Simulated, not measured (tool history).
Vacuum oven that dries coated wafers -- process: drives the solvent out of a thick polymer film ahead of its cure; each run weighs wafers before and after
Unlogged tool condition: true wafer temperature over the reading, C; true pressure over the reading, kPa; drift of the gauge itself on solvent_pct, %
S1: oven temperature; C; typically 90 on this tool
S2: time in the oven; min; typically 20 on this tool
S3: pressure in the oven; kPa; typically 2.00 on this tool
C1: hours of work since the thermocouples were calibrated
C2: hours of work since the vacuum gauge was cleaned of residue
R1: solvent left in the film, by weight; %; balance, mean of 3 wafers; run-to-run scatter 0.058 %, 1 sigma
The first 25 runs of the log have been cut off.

run 26 hour=621.5 | S1=104 S2=34 S3=1.66 | C1=1105 C2=991 | R1=1.12
run 27 hour=635.8 | S1=90 S2=18 S3=2.00 | C1=1114 C2=1000 | R1=3.25
run 28 hour=666.5 | S1=90 S2=14 S3=2.57 | C1=1133 C2=1019 | R1=4.43
run 29 hour=689.4 | S1=95 S2=20 S3=1.46 | C1=1147 C2=1033 | R1=1.74
run 30 hour=709.2 | S1=83 S2=13 S3=3.91 | C1=1160 C2=1046 | R1=7.96
run 31 hour=736.5 | S1=80 S2=20 S3=1.59 | C1=1177 C2=1062 | R1=4.96
run 32 hour=768.6 | S1=88 S2=20 S3=1.31 | C1=1196 C2=1082 | R1=2.77
run 33 hour=800.1 | S1=98 S2=33 S3=2.00 | C1=1216 C2=1102 | R1=1.67
run 34 hour=822.7 | S1=76 S2=19 S3=4.05 | C1=1230 C2=1116 | R1=9.50
run 35 hour=852.9 | S1=98 S2=17 S3=2.00 | C1=1249 C2=1135 | R1=1.97
run 36 hour=875.6 | S1=98 S2=17 S3=2.00 | C1=1263 C2=1149 | R1=1.91

Forecast run 37:
run 37 hour=895.1 | S1=98 S2=17 S3=2.00 | C1=1275 C2=1161 | R1=?

Run 37 yielded R1 1.95 %.
Had the tool carried no hidden state, the very same run would have given R1 1.93 %.

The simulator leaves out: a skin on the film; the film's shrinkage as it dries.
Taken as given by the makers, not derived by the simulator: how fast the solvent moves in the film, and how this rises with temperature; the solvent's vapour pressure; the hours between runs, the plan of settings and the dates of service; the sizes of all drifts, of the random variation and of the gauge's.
